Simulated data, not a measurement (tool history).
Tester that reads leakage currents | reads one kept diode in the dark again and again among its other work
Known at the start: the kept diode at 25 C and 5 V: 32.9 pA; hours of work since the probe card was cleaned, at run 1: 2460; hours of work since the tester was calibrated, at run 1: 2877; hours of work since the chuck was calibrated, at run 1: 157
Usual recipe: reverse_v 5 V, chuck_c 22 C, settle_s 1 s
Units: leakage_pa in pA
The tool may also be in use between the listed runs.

| run | day | reverse_v | chuck_c | settle_s | hours of work since the probe card was cleaned | hours of work since the tester was calibrated | hours of work since the chuck was calibrated | leakage_pa |
|---|---|---|---|---|---|---|---|---|
| 1 | 0 | 5 | 22 | 1 | 2460 | 2877 | 157 | 35.4 |
| 2 | 4.979 | 5 | 48 | 1 | 2521 | 2938 | 218 | 189.87 |
| 3 | 9.029 | 5 | 48 | 1 | 2571 | 2988 | 268 | 189.51 |
| 4 | 15.188 | 5 | 48 | 1 | 2646 | 3063 | 343 | 190.3 |
| 5 | 22.167 | 5 | 29 | 1 | 2731 | 3148 | 428 | 56.14 |
| 6 | 29.317 | 5 | 29 | 1 | 2818 | 3235 | 515 | 56.72 |
| 7 | 34.746 | 5 | 29 | 1 | 2885 | 3302 | 582 | 57.19 |
| 8 | 40.412 | 5 | 29 | 2.41 | 2954 | 3371 | 651 | 57.64 |
| 9 | 47.292 | 5 | 29 | 2.41 | 3038 | 3455 | 735 | 57.84 |
| 10 | 54.008 | 5 | 29 | 2.41 | 3120 | 3537 | 817 | 58.38 |
|  | 59.996 | tester calibrated |
| 11 | 62.167 | 4.15 | 22 | 1 | 3218 | 27 | 915 | 34.88 |
| 12 | 67.058 | 4.15 | 22 | 1 | 3278 | 86 | 975 | 35.18 |
| 13 | 74.062 | 4.15 | 22 | 1 | 3364 | 172 | 1061 | 35.74 |
| 14 | 81.492 | 4.15 | 22 | 1.48 | 3454 | 262 | 1151 | 35.82 |
| 15 | 88.338 | 4.15 | 22 | 1.48 | 3538 | 346 | 1235 | 36.25 |
| 16 | 94.05 | 4.15 | 22 | 1.48 | 3608 | 416 | 1305 | 36.75 |
| 17 | 101 | 4.15 | 22 | 1.48 | 3693 | 501 | 1389 | 37.02 |
| 18 | 107.058 | 4.15 | 22 | 1.48 | 3766 | 575 | 1463 | 37.29 |
| 19 | 113.121 | 4.15 | 22 | 1.48 | 3841 | 649 | 1537 | 37.71 |
| 20 | 117.538 | 4.15 | 22 | 1.48 | 3894 | 703 | 1591 | 37.99 |
| 21 | 122.967 | 4.15 | 22 | 1.35 | 3961 | 769 | 1658 | 38.4 |
|  | 125.196 | probe card cleaned and baked |
| 22 | 129.558 | 4.41 | 49 | 3.69 | 53 | 848 | 1737 | 199.48 |
| 23 | 135.146 | 8.67 | 21 | 1 | 121 | 916 | 1805 | 40.16 |
| 24 | 142.562 | 2.71 | 57 | 1 | 212 | 1007 | 1895 | 257.81 |
| 25 | 148.579 | 19.75 | 57 | 2.01 | 285 | 1080 | 1969 | 810.82 |
| 26 | 153.204 | 2.41 | 20 | 0.33 | 342 | 1136 | 2025 | 18.83 |
|  | 158.183 | chuck's temperature calibrated |
| 27 | 159.517 | 1.17 | 26 | 1.33 | 418 | 1212 | 16 | 15.98 |
| 28 | 164.071 | 1.17 | 26 | 1.33 | 474 | 1268 | 72 | 16.24 |
| 29 | 171.821 | 16.19 | 56 | 0.44 | 568 | 1363 | 166 | 609.36 |
| 30 | 176.712 | 16.19 | 56 | 0.44 | 628 | 1422 | 226 | 614.63 |
| 31 | 184.704 | 16.19 | 56 | 0.44 | 725 | 1520 | 324 | 618.94 |
| 32 | 191.779 | 2.99 | 58 | 5.14 | 812 | 1606 | 410 | 262.72 |
| 33 | 195.396 | 12.23 | 22 | 1 | 856 | 1651 | 454 | 54.33 |
| 34 | 203.488 | 12.23 | 22 | 1 | 955 | 1749 | 553 | 55.69 |
| 35 | 209.65 | 1.09 | 41 | 1.93 | 1030 | 1825 | 628 | 48.39 |
| 36 | 213.438 | 4.05 | 22 | 7.67 | 1076 | 1871 | 675 | 27.29 |
| 37 | 218.062 | 5.85 | 22 | 4.61 | 1133 | 1927 | 731 | 34.95 |
| 38 | 225.15 | 7.52 | 39 | 1 | 1219 | 2014 | 818 | 134.29 |
| 39 | 232.579 | 1.07 | 20 | 1.41 | 1310 | 2105 | 908 | 10.89 |
| 40 | 238.492 | 1.07 | 20 | 1.41 | 1382 | 2177 | 980 | 10.97 |

Across each entry between runs, compare the hidden state at the last listed run before it with the hidden state at the first listed run after it:
Between runs 10 and 11: tester calibrated (day 59.996)
  stray current of the dirty probe card, pA a volt: 2.127 -> 2.194; current scale over the true one, %: -1.05 -> -0.07; true chuck temperature over the reading, C: 0.92 -> 1.02
  measured result minus the result with no hidden state, leakage_pa: +13.16 -> +10.94 pA
Between runs 21 and 22: probe card cleaned and baked (day 125.196)
  stray current of the dirty probe card, pA a volt: 2.715 -> 0.064; current scale over the true one, %: -0.29 -> -0.31; true chuck temperature over the reading, C: 1.75 -> 1.83
  measured result minus the result with no hidden state, leakage_pa: +14.59 -> +22.69 pA
Between runs 26 and 27: chuck's temperature calibrated (day 158.183)
  stray current of the dirty probe card, pA a volt: 0.269 -> 0.323; current scale over the true one, %: -0.4 -> -0.42; true chuck temperature over the reading, C: 2.12 -> 0.08
  measured result minus the result with no hidden state, leakage_pa: +3.22 -> +0.38 pA
